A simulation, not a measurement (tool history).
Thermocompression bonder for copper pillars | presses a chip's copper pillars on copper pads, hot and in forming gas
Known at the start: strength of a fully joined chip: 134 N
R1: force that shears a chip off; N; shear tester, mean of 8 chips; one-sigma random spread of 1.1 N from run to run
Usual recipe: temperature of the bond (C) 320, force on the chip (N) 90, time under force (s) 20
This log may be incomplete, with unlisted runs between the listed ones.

Run 1, hour 0: usual settings. Result: R1 83.5 N.
At hour 12.8: forming gas filter changed.
Run 2, hour 35.1: usual settings. Result: R1 91.9 N.
Run 3, hour 57.4: usual settings. Result: R1 90.6 N.
Run 4, hour 84.2: usual settings. Result: R1 90.2 N.
Run 5, hour 120: usual settings. Result: R1 88.7 N.
Run 6, hour 148: usual settings. Result: R1 88.1 N.
Run 7, hour 178.1: usual settings. Result: R1 85.6 N.
Run 8, hour 199.9: usual settings but temperature of the bond (C) 308, force on the chip (N) 102. Result: R1 86.5 N.
Run 9, hour 233.2: usual settings but temperature of the bond (C) 308, force on the chip (N) 102. Result: R1 85.7 N.
Run 10, hour 260.8: usual settings but temperature of the bond (C) 295, force on the chip (N) 102, time under force (s) 17. Result: R1 71 N.
Run 11, hour 289.5: usual settings but temperature of the bond (C) 294. Result: R1 66.7 N.
Run 12, hour 330.1: usual settings but temperature of the bond (C) 294. Result: R1 64.3 N.

Expected results for the next run?
Run 13, hour 352.8: usual settings but force on the chip (N) 80, time under force (s) 11. Result: R1 ?.

Run 13 produced R1 64.2 N.
Minus the tool's unlogged condition, the same run would have read R1 77.1 N.
